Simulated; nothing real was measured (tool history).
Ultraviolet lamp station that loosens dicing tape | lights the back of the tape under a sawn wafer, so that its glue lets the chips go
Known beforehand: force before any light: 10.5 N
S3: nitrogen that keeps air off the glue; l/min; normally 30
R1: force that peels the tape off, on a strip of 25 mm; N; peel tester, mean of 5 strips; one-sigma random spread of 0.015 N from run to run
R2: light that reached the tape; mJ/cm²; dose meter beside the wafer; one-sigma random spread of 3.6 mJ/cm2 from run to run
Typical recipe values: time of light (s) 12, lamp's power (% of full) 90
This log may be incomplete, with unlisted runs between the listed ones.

run 1 hour=0 | time_of_light_(s)=12 lamp's_power_(%_of_full)=90 S3=30 | R1=0.897 R2=531
run 2 hour=13.9 | time_of_light_(s)=12 lamp's_power_(%_of_full)=90 S3=30 | R1=0.955 R2=530
run 3 hour=28.5 | time_of_light_(s)=12 lamp's_power_(%_of_full)=90 S3=30 | R1=0.975 R2=524
run 4 hour=36.2 | time_of_light_(s)=12 lamp's_power_(%_of_full)=90 S3=30 | R1=0.95 R2=520
run 5 hour=43.4 | time_of_light_(s)=12 lamp's_power_(%_of_full)=90 S3=15 | R1=1.583 R2=517
run 6 hour=54.1 | time_of_light_(s)=12 lamp's_power_(%_of_full)=90 S3=15 | R1=1.581 R2=516
run 7 hour=65 | time_of_light_(s)=12 lamp's_power_(%_of_full)=90 S3=15 | R1=1.527 R2=516
run 8 hour=73.9 | time_of_light_(s)=12 lamp's_power_(%_of_full)=90 S3=15 | R1=1.602 R2=514
run 9 hour=87.5 | time_of_light_(s)=12 lamp's_power_(%_of_full)=90 S3=30 | R1=1.057 R2=515
run 10 hour=100.4 | time_of_light_(s)=12 lamp's_power_(%_of_full)=79 S3=30 | R1=1.272 R2=445
run 11 hour=116.3 | time_of_light_(s)=12 lamp's_power_(%_of_full)=79 S3=48 | R1=1.002 R2=439
run 12 hour=132.5 | time_of_light_(s)=12 lamp's_power_(%_of_full)=79 S3=48 | R1=1.039 R2=441
run 13 hour=140.8 | time_of_light_(s)=12 lamp's_power_(%_of_full)=79 S3=48 | R1=1.048 R2=439
run 14 hour=153 | time_of_light_(s)=12 lamp's_power_(%_of_full)=79 S3=48 | R1=1 R2=442
run 15 hour=161.9 | time_of_light_(s)=12 lamp's_power_(%_of_full)=79 S3=48 | R1=1.044 R2=433
run 16 hour=178.5 | time_of_light_(s)=12 lamp's_power_(%_of_full)=79 S3=48 | R1=1.057 R2=431
run 17 hour=190.5 | time_of_light_(s)=12 lamp's_power_(%_of_full)=79 S3=48 | R1=1.063 R2=430
run 18 hour=200.4 | time_of_light_(s)=12 lamp's_power_(%_of_full)=79 S3=48 | R1=1.047 R2=434
run 19 hour=210.4 | time_of_light_(s)=12 lamp's_power_(%_of_full)=79 S3=48 | R1=1.038 R2=428
run 20 hour=220.5 | time_of_light_(s)=12 lamp's_power_(%_of_full)=79 S3=48 | R1=1.066 R2=429
run 21 hour=232.3 | time_of_light_(s)=6 lamp's_power_(%_of_full)=73 S3=30 | R1=4.224 R2=197
run 22 hour=242.5 | time_of_light_(s)=6 lamp's_power_(%_of_full)=73 S3=30 | R1=4.17 R2=198
run 23 hour=259.2 | time_of_light_(s)=10 lamp's_power_(%_of_full)=83 S3=27 | R1=2.503 R2=318
run 24 hour=269.6 | time_of_light_(s)=9 lamp's_power_(%_of_full)=83 S3=41 | R1=2.329 R2=281
run 25 hour=285.9 | time_of_light_(s)=9 lamp's_power_(%_of_full)=83 S3=41 | R1=2.313 R2=286
run 26 hour=296.7 | time_of_light_(s)=9 lamp's_power_(%_of_full)=83 S3=41 | R1=1.342 R2=398
run 27 hour=306.9 | time_of_light_(s)=9 lamp's_power_(%_of_full)=83 S3=41 | R1=1.355 R2=398
run 28 hour=316.4 | time_of_light_(s)=9 lamp's_power_(%_of_full)=83 S3=41 | R1=1.356 R2=394
run 29 hour=332.6 | time_of_light_(s)=9 lamp's_power_(%_of_full)=83 S3=41 | R1=1.377 R2=390
run 30 hour=344.7 | time_of_light_(s)=9 lamp's_power_(%_of_full)=83 S3=41 | R1=1.351 R2=391
run 31 hour=356.9 | time_of_light_(s)=16 lamp's_power_(%_of_full)=67 S3=15 | R1=1.383 R2=555
run 32 hour=369 | time_of_light_(s)=6 lamp's_power_(%_of_full)=62 S3=50 | R1=3.475 R2=193
run 33 hour=385.6 | time_of_light_(s)=19 lamp's_power_(%_of_full)=98 S3=9 | R1=0.662 R2=964
run 34 hour=394.3 | time_of_light_(s)=10 lamp's_power_(%_of_full)=98 S3=9 | R1=2.259 R2=508
run 35 hour=407 | time_of_light_(s)=10 lamp's_power_(%_of_full)=98 S3=9 | R1=2.278 R2=496
run 36 hour=417.7 | time_of_light_(s)=6 lamp's_power_(%_of_full)=67 S3=9 | R1=5.572 R2=206
run 37 hour=432 | time_of_light_(s)=7 lamp's_power_(%_of_full)=67 S3=11 | R1=4.837 R2=236
run 38 hour=440.8 | time_of_light_(s)=7 lamp's_power_(%_of_full)=67 S3=11 | R1=4.788 R2=238
run 39 hour=450.8 | time_of_light_(s)=15 lamp's_power_(%_of_full)=65 S3=27 | R1=1.195 R2=490

Between the runs listed above, the log contained 2 entries, not reproduced here. Where in the sequence does each belong, and how does what the log doesn't record of the tool's condition differ from the listed run before to the listed run after?
Between runs 22 and 23: window cleaned of glue's vapour (hour 259.1)
  lamp's light, % of a new lamp's: 95.8 -> 95.6; light that the window lets through, % of a clean one's: 83 -> 71.5
  measured less the result without the state, R1: +0.878 -> +1.166 N; R2: -50 -> -147 mJ/cm²
Between runs 25 and 26: window cleaned of glue's vapour, once more (hour 289.5)
  lamp's light, % of a new lamp's: 95.3 -> 95.2; light that the window lets through, % of a clean one's: 70.9 -> 99.6
  measured less the result without the state, R1: +1.116 -> +0.128 N; R2: -136 -> -21 mJ/cm²

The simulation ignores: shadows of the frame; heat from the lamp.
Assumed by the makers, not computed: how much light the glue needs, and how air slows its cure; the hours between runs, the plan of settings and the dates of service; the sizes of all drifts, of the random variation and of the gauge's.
